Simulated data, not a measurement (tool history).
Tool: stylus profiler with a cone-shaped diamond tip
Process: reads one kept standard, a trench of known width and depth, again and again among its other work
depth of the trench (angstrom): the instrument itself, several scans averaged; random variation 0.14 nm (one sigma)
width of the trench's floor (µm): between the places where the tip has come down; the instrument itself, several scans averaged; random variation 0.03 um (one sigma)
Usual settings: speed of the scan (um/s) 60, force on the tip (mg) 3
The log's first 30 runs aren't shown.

| run | hour | speed of the scan (um/s) | force on the tip (mg) | scans with this tip | hours of work since the height scale was calibrated | depth of the trench (angstrom) | width of the trench's floor (µm) |
|---|---|---|---|---|---|---|---|
| 31 | 547.3 | 40 | 6.99 | 11703 | 86 | 5164.1 | 16.43 |
| 32 | 564.9 | 232 | 2.91 | 11859 | 100 | 5093 | 15.34 |
| 33 | 578.4 | 232 | 2.91 | 11980 | 110 | 5096.3 | 15.35 |
| 34 | 605.2 | 232 | 1.64 | 12217 | 131 | 5066.4 | 14.92 |
| 35 | 619.7 | 232 | 1.64 | 12346 | 142 | 5065.4 | 14.91 |
| 36 | 643.7 | 70 | 4.87 | 12559 | 161 | 5136.7 | 16.25 |
| 37 | 666.2 | 24 | 3 | 12759 | 178 | 5097.5 | 16.48 |
| 38 | 690 | 235 | 1.11 | 12970 | 196 | 5052.8 | 14.54 |
| 39 | 712.1 | 94 | 3.96 | 13166 | 213 | 5118.6 | 16.11 |
| 40 | 737.8 | 67 | 5.33 | 13394 | 233 | 5143.9 | 16.29 |
| 41 | 763.5 | 67 | 5.33 | 13622 | 253 | 5143.6 | 16.26 |
| 42 | 782.4 | 67 | 1.58 | 13789 | 267 | 5068.9 | 16.07 |

Forecast each of these 4 alternatives for the next run:
| A | 808.9 | 60 | 3.33 | 14025 | 288 | ? | ? |
| B | 808.9 | 25 | 5.54 | 14025 | 288 | ? | ? |
| C | 808.9 | 38 | 2.08 | 14025 | 288 | ? | ? |
| D | 808.9 | 58 | 6.58 | 14025 | 288 | ? | ? |

| run | depth of the trench (angstrom) | width of the trench's floor (µm) |
|---|---|---|
| A | 5108.2 | 16.18 |
| B | 5148.4 | 16.45 |
| C | 5082.4 | 16.29 |
| D | 5165.4 | 16.28 |
Without the tool's hidden state the same runs would have given:
| run | depth of the trench (angstrom) | width of the trench's floor (µm) |
|---|---|---|
| A | 5099.3 | 16.66 |
| B | 5139.4 | 16.93 |
| C | 5073.5 | 16.77 |
| D | 5156.4 | 16.75 |

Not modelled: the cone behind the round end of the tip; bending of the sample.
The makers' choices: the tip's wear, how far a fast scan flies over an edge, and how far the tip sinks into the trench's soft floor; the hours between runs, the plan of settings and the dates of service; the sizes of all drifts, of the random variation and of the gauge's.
